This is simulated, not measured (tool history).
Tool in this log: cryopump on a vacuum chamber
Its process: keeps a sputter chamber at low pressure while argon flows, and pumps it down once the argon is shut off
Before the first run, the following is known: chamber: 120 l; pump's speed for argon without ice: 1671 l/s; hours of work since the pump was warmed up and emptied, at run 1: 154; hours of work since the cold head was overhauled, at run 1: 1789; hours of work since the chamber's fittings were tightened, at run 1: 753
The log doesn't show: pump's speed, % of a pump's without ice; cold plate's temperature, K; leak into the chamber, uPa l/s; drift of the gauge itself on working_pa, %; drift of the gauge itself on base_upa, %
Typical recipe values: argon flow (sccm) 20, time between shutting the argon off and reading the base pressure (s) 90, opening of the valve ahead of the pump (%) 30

| run | hour | argon flow (sccm) | time between shutting the argon off and reading the base pressure (s) | opening of the valve ahead of the pump (%) | hours of work since the pump was warmed up and emptied | hours of work since the cold head was overhauled | hours of work since the chamber's fittings were tightened | pressure while argon flows (Pa) | pressure after the wait (uPa) |
|---|---|---|---|---|---|---|---|---|---|
| 1 | 0 | 20 | 90 | 30 | 154 | 1789 | 753 | 0.0693 | 1.4 |
| 2 | 97.7 | 20 | 90 | 30 | 221 | 1857 | 820 | 0.07 | 1.42 |
| 3 | 206.5 | 20 | 90 | 30 | 296 | 1932 | 895 | 0.0716 | 1.41 |
|  | 288.7 | pump warmed up, emptied and cooled again |
| 4 | 301.4 | 20 | 90 | 30 | 9 | 1994 | 957 | 0.0679 | 1.34 |
| 5 | 403.8 | 20 | 90 | 30 | 79 | 2064 | 1028 | 0.0692 | 1.44 |
| 6 | 494.8 | 20 | 90 | 30 | 142 | 2127 | 1091 | 0.0686 | 1.41 |
| 7 | 564.4 | 12 | 90 | 30 | 190 | 2175 | 1139 | 0.0422 | 1.49 |
| 8 | 643.5 | 12 | 121 | 30 | 245 | 2229 | 1193 | 0.0427 | 1.25 |
| 9 | 755.6 | 12 | 121 | 30 | 322 | 2307 | 1271 | 0.0436 | 1.3 |
|  | 809.2 | pump warmed up, emptied and cooled again |
| 10 | 877.6 | 20 | 50 | 30 | 47 | 2387 | 1351 | 0.0679 | 2.28 |
| 11 | 957.8 | 20 | 160 | 30 | 102 | 2443 | 1407 | 0.0685 | 1.14 |
| 12 | 1043.8 | 20 | 211 | 30 | 162 | 2502 | 1466 | 0.0689 | 1.01 |
| 13 | 1151.9 | 20 | 211 | 30 | 236 | 2576 | 1540 | 0.072 | 1.05 |
| 14 | 1265.8 | 9 | 112 | 32 | 315 | 2655 | 1619 | 0.0306 | 1.47 |
|  | 1324.3 | pump warmed up, emptied and cooled again |
| 15 | 1390.9 | 25 | 99 | 49 | 46 | 2738 | 1702 | 0.0534 | 1.5 |
| 16 | 1456.4 | 25 | 99 | 49 | 91 | 2783 | 1747 | 0.0535 | 1.53 |
| 17 | 1551.6 | 10 | 38 | 30 | 157 | 2849 | 1812 | 0.0347 | 2.93 |
| 18 | 1609 | 10 | 38 | 30 | 196 | 2888 | 1852 | 0.0356 | 3.1 |
| 19 | 1728.8 | 28 | 173 | 59 | 279 | 2971 | 1935 | 0.0537 | 1.28 |
| 20 | 1803.1 | 9 | 86 | 59 | 330 | 3022 | 1986 | 0.017 | 1.83 |
|  | 1840.4 | pump warmed up, emptied and cooled again |
| 21 | 1928.7 | 22 | 103 | 49 | 61 | 3105 | 2069 | 0.0467 | 1.56 |

Run 22 comes next. What will it give?
| 22 | 2028.4 | 20 | 198 | 37 | 130 | 3174 | 2138 | ? | ? |

Run 22 gave pressure while argon flows (Pa) 0.0569, pressure after the wait (uPa) 1.2.
Without the tool's hidden state the same run would have given pressure while argon flows (Pa) 0.0545, pressure after the wait (uPa) 0.59.
